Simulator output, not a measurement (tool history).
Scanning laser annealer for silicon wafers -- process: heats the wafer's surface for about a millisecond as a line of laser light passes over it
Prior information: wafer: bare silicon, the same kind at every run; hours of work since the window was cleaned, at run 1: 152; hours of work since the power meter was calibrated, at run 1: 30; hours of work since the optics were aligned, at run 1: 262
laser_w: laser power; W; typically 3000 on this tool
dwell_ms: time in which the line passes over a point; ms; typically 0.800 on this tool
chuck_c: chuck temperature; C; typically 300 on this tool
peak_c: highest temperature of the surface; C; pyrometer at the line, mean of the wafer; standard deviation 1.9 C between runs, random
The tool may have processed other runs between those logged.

run,hour,laser_w,dwell_ms,chuck_c,hours of work since the window was cleaned,hours of work since the power meter was calibrated,hours of work since the optics were aligned,peak_c
1,0.0,3000,0.800,300,152,30,262,1075
2,25.8,3000,0.800,300,165,43,275,1072
3,50.0,2744,0.800,300,178,56,288,988
4,79.6,2744,0.800,300,193,71,303,985
# hour 87.0: optics aligned, line set to its width
5,109.7,2744,0.800,300,206,84,12,981
6,124.5,2744,0.800,300,214,92,20,983
7,144.7,2697,0.603,283,224,103,30,854
# hour 161.3: optics aligned, line set to its width, once more
8,176.9,2697,0.603,283,238,117,8,860

The next listed run, before its measurement:
9,196.2,3000,0.638,300,248,127,18,?

peak_c: 982 C
Minus the tool's unlogged condition, the same run would have read peak_c 1009 C.
